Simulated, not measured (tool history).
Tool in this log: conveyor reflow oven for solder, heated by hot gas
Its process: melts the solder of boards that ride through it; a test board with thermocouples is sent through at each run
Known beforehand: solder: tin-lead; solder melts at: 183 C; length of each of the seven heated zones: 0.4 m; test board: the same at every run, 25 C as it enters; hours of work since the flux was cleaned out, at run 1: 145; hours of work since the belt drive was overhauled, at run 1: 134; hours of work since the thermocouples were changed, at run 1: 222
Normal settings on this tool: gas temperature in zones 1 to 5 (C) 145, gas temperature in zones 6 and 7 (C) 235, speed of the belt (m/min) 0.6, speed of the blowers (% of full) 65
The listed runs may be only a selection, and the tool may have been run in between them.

run	day	gas temperature in zones 1 to 5 (C)	gas temperature in zones 6 and 7 (C)	speed of the belt (m/min)	speed of the blowers (% of full)	hours of work since the flux was cleaned out	hours of work since the belt drive was overhauled	hours of work since the thermocouples were changed	highest temperature of the board (C)	time above the solder's melting point (s)
1	0	145	235	0.6	65	145	134	222	211.5	56.1
2	0.367	145	235	0.6	55	152	141	229	208.4	51.9
3	0.738	145	235	0.6	65	158	147	236	211.6	55.7
4	1.104	145	235	0.543	65	165	154	243	214.7	66
5	1.408	145	235	0.543	65	171	160	248	214.8	66
6	1.825	145	235	0.543	65	179	168	256	214.8	66.1
7	2.171	145	235	0.6	65	185	174	262	211.2	55.7
8	2.588	145	235	0.6	65	193	182	270	211.1	55.8
9	3.075	145	235	0.6	65	202	191	279	211.2	55.3
10	3.383	145	235	0.6	65	208	197	285	211.4	55.8
11	3.612	157	235	0.6	65	212	201	289	214	64.2
12	3.846	158	235	0.6	65	216	205	294	214.2	65.1
13	4.217	133	235	0.6	65	223	212	300	208.1	47.5
14	4.717	145	235	0.6	65	232	221	310	211.1	55.4
15	5.083	145	235	0.6	65	239	228	317	211	55.2
16	5.308	140	238	0.572	65	243	232	321	213.6	59.1
17	5.55	156	235	0.6	52	248	237	325	209.9	58.2
18	5.9	145	235	0.54	61	254	243	332	213.7	64.6
19	6.262	157	224	0.6	86	261	250	338	209.2	60.7
20	6.654	143	225	0.6	65	268	257	346	202.8	44.5
# day 7.217: flux residue cleaned out of gas plates and filters
21	7.371	134	245	0.6	65	3	267	355	217.6	57.1
22	7.812	134	245	0.499	65	11	275	363	224.5	76.9
23	8.096	134	245	0.512	65	16	280	369	223.9	74.1
24	8.571	152	245	0.643	52	25	289	377	214.2	56.6
25	8.838	146	230	0.634	52	30	294	382	202.5	41.4
26	9.246	146	230	0.634	52	38	302	390	202.4	41.5
27	9.471	145	237	0.598	83	42	306	394	217.9	63
28	9.738	156	235	0.507	65	47	311	399	219.6	82.5
29	9.962	156	238	0.531	65	51	315	403	220.7	79.2
30	10.179	156	238	0.531	65	55	319	407	221.1	79.3

3 options for the next run, each taken on its own from the tool as it stands now. Forecast them:
A	10.604	156	244	0.531	65	63	327	415	?	?
B	10.604	145	224	0.493	72	63	327	415	?	?
C	10.604	144	229	0.549	65	63	327	415	?	?

run	highest temperature of the board (C)	time above the solder's melting point (s)
A	225.7	82.9
B	210.5	70.2
C	209.9	60.1
What these runs would have given with no unlogged condition in the tool:
run	highest temperature of the board (C)	time above the solder's melting point (s)
A	226.2	82.6
B	211	70.3
C	210.4	60.2
